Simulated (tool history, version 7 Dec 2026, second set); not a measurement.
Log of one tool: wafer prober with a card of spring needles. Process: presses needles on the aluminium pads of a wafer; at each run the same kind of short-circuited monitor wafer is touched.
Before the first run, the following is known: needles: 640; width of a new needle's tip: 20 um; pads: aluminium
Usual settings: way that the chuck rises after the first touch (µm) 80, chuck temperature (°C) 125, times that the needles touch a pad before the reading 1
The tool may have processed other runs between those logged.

run     day  way that the chuck rises after the first touch (µm)  chuck temperature (°C)  times that the needles touch a pad before the reading  resistance of one needle with its contact and lead (mohm)  way that a needle slides on the pad (µm)
  1   0.000                                                   80                     125                                                      1                                                        217                                     18.03
      0.175  -- tips cleaned on abrasive film
      0.346  -- tips cleaned on abrasive film
      0.521  -- tips cleaned on abrasive film
  2   0.671                                                   71                     125                                                      1                                                        272                                     15.73
      0.717  -- tips cleaned on abrasive film
      0.892  -- tips cleaned on abrasive film
      1.104  -- tips cleaned on abrasive film
      1.321  -- tips cleaned on abrasive film
      1.538  -- tips cleaned on abrasive film
  3   1.654                                                   71                     125                                                      1                                                        260                                     15.60
      1.742  -- tips cleaned on abrasive film
      1.917  -- tips cleaned on abrasive film
      2.133  -- tips cleaned on abrasive film
  4   2.242                                                   71                     125                                                      1                                                        257                                     15.86
      2.329  -- tips cleaned on abrasive film
      2.546  -- tips cleaned on abrasive film
      2.762  -- tips cleaned on abrasive film
      2.933  -- tips cleaned on abrasive film
  5   3.062                                                   80                     125                                                      2                                                        236                                     17.46
      3.146  -- tips cleaned on abrasive film
      3.321  -- tips cleaned on abrasive film
      3.496  -- tips cleaned on abrasive film
  6   3.650                                                   80                     125                                                      2                                                        239                                     17.43
      3.696  -- tips cleaned on abrasive film
      3.871  -- tips cleaned on abrasive film
      4.083  -- tips cleaned on abrasive film
  7   4.150                                                   80                     125                                                      2                                                        226                                     17.40
      4.283  -- tips cleaned on abrasive film
      4.454  -- tips cleaned on abrasive film
      4.633  -- tips cleaned on abrasive film
  8   4.633                                                   80                     125                                                      1                                                        215                                     17.53
      4.850  -- tips cleaned on abrasive film
      5.025  -- tips cleaned on abrasive film
      5.196  -- tips cleaned on abrasive film
      5.371  -- tips cleaned on abrasive film
      5.588  -- tips cleaned on abrasive film
      5.758  -- tips cleaned on abrasive film
  9   5.771                                                   80                     125                                                      1                                                        215                                     17.18
      5.946  -- tips cleaned on abrasive film
      6.158  -- tips cleaned on abrasive film
      6.375  -- tips cleaned on abrasive film
 10   6.512                                                   80                     125                                                      1                                                        258                                     17.05
      6.558  -- tips cleaned on abrasive film
      6.733  -- tips cleaned on abrasive film
      6.946  -- tips cleaned on abrasive film
      7.162  -- tips cleaned on abrasive film
      7.379  -- tips cleaned on abrasive film
      7.550  -- tips cleaned on abrasive film
 11   7.688                                                   80                      42                                                      1                                                        252                                     17.10
      7.733  -- tips cleaned on abrasive film
      7.950  -- tips cleaned on abrasive film
      8.167  -- tips cleaned on abrasive film
 12   8.183                                                   80                      42                                                      1                                                        208                                     16.75
      8.325  -- height of the first contact set anew
      8.371  -- tips cleaned on abrasive film
      8.583  -- tips cleaned on abrasive film
 13   8.729                                                   80                      42                                                      1                                                        243                                     18.48
      8.775  -- tips cleaned on abrasive film
      8.950  -- tips cleaned on abrasive film
      9.167  -- tips cleaned on abrasive film
      9.379  -- tips cleaned on abrasive film
      9.554  -- tips cleaned on abrasive film
 14   9.708                                                   63                      60                                                      1                                                        278                                     14.39
      9.754  -- tips cleaned on abrasive film
      9.971  -- tips cleaned on abrasive film
     10.142  -- tips cleaned on abrasive film
     10.358  -- tips cleaned on abrasive film
 15  10.450                                                   72                     102                                                      2                                                        231                                     16.41
     10.538  -- tips cleaned on abrasive film
     10.754  -- tips cleaned on abrasive film
     10.971  -- tips cleaned on abrasive film
     11.142  -- tips cleaned on abrasive film
     11.358  -- tips cleaned on abrasive film
 16  11.417                                                   67                      65                                                      1                                                        237                                     15.12
     11.546  -- tips cleaned on abrasive film
     11.721  -- tips cleaned on abrasive film
     11.933  -- tips cleaned on abrasive film
     12.108  -- tips cleaned on abrasive film
 17  12.192                                                   67                      65                                                      1                                                        252                                     15.10
     12.321  -- tips cleaned on abrasive film
     12.538  -- tips cleaned on abrasive film
     12.754  -- tips cleaned on abrasive film
     12.929  -- tips cleaned on abrasive film
 18  12.929                                                   94                      28                                                      1                                                        185                                     21.18
     13.142  -- tips cleaned on abrasive film
     13.358  -- tips cleaned on abrasive film
     13.533  -- tips cleaned on abrasive film
 19  13.654                                                   68                      28                                                      2                                                        235                                     14.93
     13.742  -- tips cleaned on abrasive film
     13.958  -- tips cleaned on abrasive film
     14.175  -- tips cleaned on abrasive film
     14.392  -- tips cleaned on abrasive film
     14.562  -- tips cleaned on abrasive film
 20  14.625                                                   83                      83                                                      1                                                        231                                     18.50
     14.758  -- tips cleaned on abrasive film
     14.929  -- tips cleaned on abrasive film
     15.146  -- tips cleaned on abrasive film
     15.321  -- tips cleaned on abrasive film
 21  15.392                                                   85                      76                                                      1                                                        230                                     18.71
     15.521  -- tips cleaned on abrasive film
     15.738  -- tips cleaned on abrasive film
 22  15.900                                                   85                      76                                                      1                                                        252                                     18.77
     15.946  -- tips cleaned on abrasive film
     16.162  -- tips cleaned on abrasive film
     16.333  -- tips cleaned on abrasive film
 23  16.388                                                   92                      76                                                      2                                                        209                                     20.46
     16.517  -- tips cleaned on abrasive film
     16.733  -- tips cleaned on abrasive film
     16.950  -- tips cleaned on abrasive film
     17.162  -- tips cleaned on abrasive film
     17.338  -- tips cleaned on abrasive film
 24  17.338                                                   80                      68                                                      1                                                        198                                     17.28
     17.512  -- tips cleaned on abrasive film
     17.688  -- tips cleaned on abrasive film
     17.904  -- tips cleaned on abrasive film
 25  17.983                                                   80                      68                                                      1                                                        238                                     17.40
     18.117  -- tips cleaned on abrasive film
     18.333  -- tips cleaned on abrasive film
     18.504  -- tips cleaned on abrasive film
     18.721  -- tips cleaned on abrasive film
     18.896  -- tips cleaned on abrasive film
     19.088  -- tips cleaned on abrasive film
 26  19.088                                                   84                     125                                                      2                                                        217                                     18.16

Subtracting, for every run, the result it would have given without the tool's unlogged condition from the measured result gives the following. The same run-to-run variation enters both numbers; the gauge's scatter may not:
What the log doesn't record here: debris on the tips, nm; way that the needles fall short of the set height, um; tips' diameter, um; drift of the gauge itself on contact_mohm, %; drift of the gauge itself on scrub_um, %.
run  resistance of one needle with its contact and lead (mohm)  way that a needle slides on the pad (µm)
  1                                                        +14                                     -0.51
  2                                                        +59                                     -0.60
  3                                                        +50                                     -0.73
  4                                                        +48                                     -0.82
  5                                                        +30                                     -0.91
  6                                                        +34                                     -1.00
  7                                                        +21                                     -1.07
  8                                                        +11                                     -1.15
  9                                                        +12                                     -1.28
 10                                                        +53                                     -1.36
 11                                                        +64                                     -1.53
 12                                                        +21                                     -1.60
 13                                                        +53                                     -0.06
 14                                                        +82                                     -0.17
 15                                                        +30                                     -0.26
 16                                                        +42                                     -0.38
 17                                                        +55                                     -0.47
 18                                                         +8                                     -0.58
 19                                                        +47                                     -0.66
 20                                                        +34                                     -0.79
 21                                                        +35                                     -0.90
 22                                                        +60                                     -0.94
 23                                                        +17                                     -1.03
 24                                                        +10                                     -1.15
 25                                                        +44                                     -1.22
 26                                                        +12                                     -1.37
